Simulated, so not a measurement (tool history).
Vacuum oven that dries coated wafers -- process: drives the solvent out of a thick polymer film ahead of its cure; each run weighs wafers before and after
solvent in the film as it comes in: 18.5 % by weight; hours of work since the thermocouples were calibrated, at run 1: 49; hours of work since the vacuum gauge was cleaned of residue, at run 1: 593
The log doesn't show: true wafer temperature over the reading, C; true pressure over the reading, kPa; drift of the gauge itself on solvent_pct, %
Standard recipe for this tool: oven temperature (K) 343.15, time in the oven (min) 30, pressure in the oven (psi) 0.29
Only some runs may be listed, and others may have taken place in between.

run,hour,oven temperature (K),time in the oven (min),pressure in the oven (psi),hours of work since the thermocouples were calibrated,hours of work since the vacuum gauge was cleaned of residue,solvent left in the film (%)
1,0,343.15,30,0.29,49,593,1.79
2,24.6,343.15,30,0.29,65,609,1.86
3,54.3,343.15,53,0.29,85,628,0.84
4,85.9,343.15,53,0.29,105,649,0.82
5,118.3,343.15,53,0.29,126,670,0.84
6,146,343.15,53,0.29,145,688,0.91
7,170.7,343.15,30,0.162,161,705,1.62
8,188,343.15,30,0.162,172,716,1.62
9,213.3,343.15,35,0.29,189,732,1.49
10,232.3,343.15,30,0.336,201,745,2.02
11,253.2,343.15,30,0.336,215,759,2.05
12,276,343.15,30,0.336,230,773,1.94
13,309.3,343.15,30,0.336,251,795,1.88
14,328.4,343.15,45,0.29,264,808,1
15,351.7,330.15,29,0.254,279,823,6.82
16,389,330.15,29,0.254,304,847,7.04
17,427.9,343.15,30,0.669,329,873,2.77
18,459.6,343.15,30,0.669,350,894,2.78
19,489.5,338.15,42,0.146,369,913,1.89
20,523.7,338.15,42,0.146,392,936,1.82
21,560.4,338.15,16,0.146,416,960,6.48

Predict each of these 5 candidate next runs independently; none follows another, all start after run 21:
A,594.7,343.15,36,1.049,438,982,?
B,594.7,342.15,35,0.454,438,982,?
C,594.7,339.15,17,0.331,438,982,?
D,594.7,340.15,30,0.29,438,982,?
E,594.7,348.15,43,0.748,438,982,?

run,solvent left in the film (%)
A,3.04
B,2.13
C,6.06
D,2.88
E,1.53
Had the tool no hidden state, the same runs would have come out as:
run,solvent left in the film (%)
A,2.68
B,1.78
C,5.52
D,2.43
E,1.34

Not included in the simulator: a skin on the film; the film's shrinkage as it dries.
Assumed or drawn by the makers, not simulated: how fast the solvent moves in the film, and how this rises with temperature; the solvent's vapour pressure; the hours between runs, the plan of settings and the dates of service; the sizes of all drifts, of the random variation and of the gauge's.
